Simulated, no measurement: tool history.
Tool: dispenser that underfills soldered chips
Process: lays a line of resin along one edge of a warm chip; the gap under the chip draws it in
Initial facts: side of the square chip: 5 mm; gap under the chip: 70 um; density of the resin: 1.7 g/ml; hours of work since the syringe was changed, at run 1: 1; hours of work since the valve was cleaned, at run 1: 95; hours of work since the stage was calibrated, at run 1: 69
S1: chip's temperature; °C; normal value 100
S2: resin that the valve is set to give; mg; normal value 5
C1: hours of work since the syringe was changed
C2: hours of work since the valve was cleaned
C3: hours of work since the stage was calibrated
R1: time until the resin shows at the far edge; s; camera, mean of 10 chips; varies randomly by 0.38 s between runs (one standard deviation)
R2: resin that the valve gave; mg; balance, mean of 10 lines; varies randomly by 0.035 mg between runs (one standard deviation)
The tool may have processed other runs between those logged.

Run 1, day 0: usual settings; C1 1; C2 95; C3 69. Result: R1 25.2 s, R2 4.7 mg.
At day 0.454: new syringe of resin.
Run 2, day 0.612: usual settings; C1 2; C2 104; C3 78. Result: R1 27.8 s, R2 4.7 mg.
At day 0.979: new syringe of resin.
Run 3, day 1.196: usual settings; C1 3; C2 113; C3 87. Result: R1 30 s, R2 4.79 mg.
At day 1.521: new syringe of resin.
Run 4, day 1.883: usual settings but S1 93 °C; C1 6; C2 123; C3 97. Result: R1 43 s, R2 4.61 mg.
At day 2.071: new syringe of resin.
Run 5, day 2.408: usual settings; C1 5; C2 131; C3 105. Result: R1 33.8 s, R2 4.59 mg.
At day 2.608: new syringe of resin.
Run 6, day 2.817: usual settings; C1 3; C2 137; C3 111. Result: R1 29.1 s, R2 4.56 mg.
At day 3.162: new syringe of resin.
Run 7, day 3.179: usual settings; C1 0; C2 143; C3 117. Result: R1 23.5 s, R2 4.53 mg.
At day 3.488: dispensing valve cleaned and set on the balance.
Run 8, day 3.654: usual settings; C1 7; C2 3; C3 124. Result: R1 38.3 s, R2 5.02 mg.
At day 3.746: new syringe of resin.
Run 9, day 4.158: usual settings; C1 6; C2 10; C3 131. Result: R1 35.8 s, R2 4.96 mg.
At day 4.288: new syringe of resin.
Run 10, day 4.704: usual settings; C1 6; C2 19; C3 139. Result: R1 37.5 s, R2 5 mg.
At day 4.842: new syringe of resin.
Run 11, day 5.3: usual settings; C1 7; C2 28; C3 149. Result: R1 39.3 s, R2 4.94 mg.
At day 5.371: new syringe of resin.
At day 5.904: new syringe of resin.
Run 12, day 5.904: usual settings; C1 0; C2 37; C3 158. Result: R1 24.1 s, R2 4.93 mg.
At day 6.458: new syringe of resin.
Run 13, day 6.571: usual settings; C1 2; C2 47; C3 168. Result: R1 26.4 s, R2 4.81 mg.
At day 6.988: new syringe of resin.
Run 14, day 7.133: usual settings; C1 2; C2 55; C3 176. Result: R1 27.2 s, R2 4.88 mg.
At day 7.512: new syringe of resin.
Run 15, day 7.683: usual settings; C1 3; C2 64; C3 185. Result: R1 28.4 s, R2 4.84 mg.
At day 8.071: new syringe of resin.
Run 16, day 8.321: usual settings; C1 4; C2 73; C3 194. Result: R1 31.9 s, R2 4.85 mg.
At day 8.65: new syringe of resin.
Run 17, day 8.992: usual settings; C1 5; C2 84; C3 204. Result: R1 33.8 s, R2 4.73 mg.
At day 9.208: new syringe of resin.
Run 18, day 9.542: usual settings; C1 5; C2 92; C3 213. Result: R1 34 s, R2 4.76 mg.
At day 9.779: new syringe of resin.
Run 19, day 10.162: usual settings but S1 113 °C, S2 4.67 mg; C1 6; C2 101; C3 222. Result: R1 24.3 s, R2 4.47 mg.
At day 10.308: new syringe of resin.
Run 20, day 10.733: usual settings but S1 111 °C, S2 5.3 mg; C1 7; C2 110; C3 231. Result: R1 26.7 s, R2 4.96 mg.
At day 10.854: new syringe of resin.
Run 21, day 11.317: usual settings but S1 99 °C, S2 6.49 mg; C1 7; C2 119; C3 240. Result: R1 40.2 s, R2 6.08 mg.
At day 11.429: new syringe of resin.
Run 22, day 11.75: usual settings but S1 99 °C, S2 6.49 mg; C1 5; C2 125; C3 246. Result: R1 34.2 s, R2 6.05 mg.
At day 11.962: new syringe of resin.
Run 23, day 12.317: usual settings but S1 99 °C, S2 6.49 mg; C1 6; C2 134; C3 255. Result: R1 35.2 s, R2 5.91 mg.
At day 12.504: new syringe of resin.
Run 24, day 12.85: usual settings but S1 93 °C; C1 5; C2 142; C3 263. Result: R1 44.6 s, R2 4.57 mg.
At day 13.046: new syringe of resin.
At day 13.196: dispensing valve cleaned and set on the balance.
Run 25, day 13.221: usual settings but S1 93 °C; C1 2; C2 0; C3 268. Result: R1 33.8 s, R2 4.98 mg.
At day 13.642: new syringe of resin.
Run 26, day 13.9: usual settings but S1 85 °C, S2 6.15 mg; C1 4; C2 11; C3 278. Result: R1 51.9 s, R2 6.1 mg.
At day 14.175: new syringe of resin.
Run 27, day 14.346: usual settings but S2 4.61 mg; C1 3; C2 17; C3 285. Result: R1 28.8 s, R2 4.45 mg.
Run 28, day 14.679: usual settings but S1 101 °C; C1 8; C2 23; C3 290. Result: R1 39.4 s, R2 4.88 mg.
At day 14.75: new syringe of resin.
Run 29, day 15.033: usual settings but S1 103 °C, S2 5.5 mg; C1 4; C2 28; C3 296. Result: R1 28.7 s, R2 5.42 mg.
At day 15.321: new syringe of resin.
Run 30, day 15.508: usual settings but S1 113 °C, S2 4.58 mg; C1 3; C2 35; C3 303. Result: R1 19.2 s, R2 4.47 mg.
At day 15.888: new syringe of resin.
Run 31, day 15.933: usual settings but S1 113 °C, S2 4.58 mg; C1 1; C2 42; C3 309. Result: R1 17.4 s, R2 4.42 mg.
At day 16.417: new syringe of resin.
Run 32, day 16.583: usual settings but S1 96 °C, S2 6.17 mg; C1 3; C2 52; C3 319. Result: R1 32.1 s, R2 5.97 mg.

Predict the results of run 33:
At day 16.958: new syringe of resin.
Run 33, day 17.242: usual settings but S1 96 °C, S2 6.17 mg; C1 4; C2 61; C3 329. Result: R1 ?, R2 ?.

R1: 35.4 s
R2: 5.93 mg
Were there no unlogged condition in the tool, this run, its random variation unchanged, would have produced R1 24.6 s, R2 6.15 mg.
